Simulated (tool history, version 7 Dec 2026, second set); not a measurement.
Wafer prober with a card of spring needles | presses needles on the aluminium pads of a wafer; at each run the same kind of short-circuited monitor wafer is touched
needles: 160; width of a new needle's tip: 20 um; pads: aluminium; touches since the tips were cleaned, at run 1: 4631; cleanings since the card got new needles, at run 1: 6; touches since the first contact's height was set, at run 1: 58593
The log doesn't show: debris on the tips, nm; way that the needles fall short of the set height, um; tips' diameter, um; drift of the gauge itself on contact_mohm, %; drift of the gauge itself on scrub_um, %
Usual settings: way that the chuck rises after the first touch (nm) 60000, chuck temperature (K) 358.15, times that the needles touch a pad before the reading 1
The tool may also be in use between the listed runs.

run     day  way that the chuck rises after the first touch (nm)  chuck temperature (K)  times that the needles touch a pad before the reading  touches since the tips were cleaned  cleanings since the card got new needles  touches since the first contact's height was set  resistance of one needle with its contact and lead (mohm)  way that a needle slides on the pad (nm)
  1   0.000                                                60000                 358.15                                                      1                                 4631                                         6                                             58593                                                        326                                     14470
  2   0.321                                                60000                 358.15                                                      1                                 7995                                         6                                             61957                                                        344                                     14440
      0.396  -- tips cleaned on abrasive film
  3   0.708                                                60000                 358.15                                                      1                                 3294                                         7                                             65997                                                        359                                     14530
  4   0.925                                                60000                 358.15                                                      1                                 5557                                         7                                             68260                                                        362                                     14390
      1.229  -- tips cleaned on abrasive film
  5   1.229                                                60000                 358.15                                                      1                                    0                                         8                                             71434                                                        293                                     14370
  6   1.571                                                60000                 358.15                                                      1                                 3564                                         8                                             74998                                                        327                                     14290
  7   1.938                                                79000                 358.15                                                      1                                 7458                                         8                                             78892                                                        317                                     18880
      2.079  -- tips cleaned on abrasive film
  8   2.267                                                60000                 358.15                                                      1                                 1953                                         9                                             82280                                                        312                                     14310
      2.533  -- tips cleaned on abrasive film, once more
  9   2.583                                                60000                 358.15                                                      1                                  535                                        10                                             85573                                                        298                                     14390
 10   2.971                                                60000                 358.15                                                      1                                 4590                                        10                                             89628                                                        334                                     14420
 11   3.254                                                60000                 334.15                                                      1                                 7610                                        10                                             92648                                                        333                                     14400
      3.379  -- tips cleaned on abrasive film
 12   3.475                                                60000                 358.15                                                      1                                 1017                                        11                                             94893                                                        306                                     14460
 13   3.746                                                60000                 358.15                                                      3                                 3889                                        11                                             97765                                                        306                                     14330
 14   4.142                                                69000                 358.15                                                      1                                 8031                                        11                                            101907                                                        330                                     16520
      4.212  -- tips cleaned on abrasive film
 15   4.338                                                69000                 358.15                                                      1                                 1303                                        12                                            103925                                                        298                                     16510
 16   4.567                                                60000                 358.15                                                      1                                 3706                                        12                                            106328                                                        328                                     14430
 17   4.896                                                60000                 358.15                                                      1                                 7163                                        12                                            109785                                                        345                                     14380
      5.046  -- tips cleaned on abrasive film
 18   5.254                                                60000                 358.15                                                      1                                 2219                                        13                                            113531                                                        319                                     14350
 19   5.488                                                67000                 358.15                                                      1                                 4659                                        13                                            115971                                                        321                                     16140
 20   5.746                                                51000                 359.15                                                      1                                 7394                                        13                                            118706                                                        371                                     12050
      5.879  -- tips cleaned on abrasive film
 21   6.162                                                60000                 358.15                                                      2                                 2995                                        14                                            123045                                                        311                                     14200
 22   6.488                                                60000                 339.15                                                      2                                 6386                                        14                                            126436                                                        316                                     14330
 23   6.692                                                63000                 310.15                                                      1                                 8539                                        14                                            128589                                                        332                                     14860
      6.733  -- tips cleaned on abrasive film
 24   6.892                                                63000                 333.15                                                      1                                 1658                                        15                                            130651                                                        303                                     15030
 25   7.296                                                52000                 353.15                                                      3                                 5904                                        15                                            134897                                                        321                                     12090
 26   7.521                                                60000                 358.15                                                      1                                 8289                                        15                                            137282                                                        355                                     14020
      7.583  -- tips cleaned on abrasive film
 27   7.933                                                66000                 318.15                                                      3                                 3685                                        16                                            141565                                                        285                                     15670
 28   8.200                                                66000                 396.15                                                      3                                 6488                                        16                                            144368                                                        317                                     15720
      8.417  -- tips cleaned on abrasive film
 29   8.433                                                56000                 396.15                                                      3                                  159                                        17                                            146769                                                        305                                     13220
 30   8.679                                                56000                 396.15                                                      3                                 2753                                        17                                            149363                                                        316                                     13120
 31   9.038                                                50000                 344.15                                                      1                                 6491                                        17                                            153101                                                        372                                     11660
      9.267  -- tips cleaned on abrasive film
 32   9.350                                                61000                 358.15                                                      1                                  875                                        18                                            156375                                                        306                                     14480
 33   9.575                                                61000                 358.15                                                      1                                 3217                                        18                                            158717                                                        325                                     14380
 34   9.783                                                61000                 358.15                                                      1                                 5397                                        18                                            160897                                                        344                                     14340
 35  10.079                                                44000                 301.15                                                      2                                 8543                                        18                                            164043                                                        357                                      9940
     10.104  -- tips cleaned on abrasive film
 36  10.446                                                44000                 301.15                                                      2                                 3596                                        19                                            167847                                                        325                                     10110

3 ways to go on from here, each from the tool as it stands after run 36. What would each give?
  A  10.679                                                75000                 327.15                                                      2                                 6021                                        19                                            170272                                                          ?                                         ?
  B  10.679                                                59000                 315.15                                                      3                                 6021                                        19                                            170272                                                          ?                                         ?
  C  10.679                                                60000                 320.15                                                      2                                 6021                                        19                                            170272                                                          ?                                         ?

run  resistance of one needle with its contact and lead (mohm)  way that a needle slides on the pad (nm)
  A                                                        296                                     17930
  B                                                        300                                     13810
  C                                                        315                                     14120
Without the tool's hidden state the same runs would have given:
run  resistance of one needle with its contact and lead (mohm)  way that a needle slides on the pad (nm)
  A                                                        272                                     18570
  B                                                        276                                     14450
  C                                                        277                                     14750
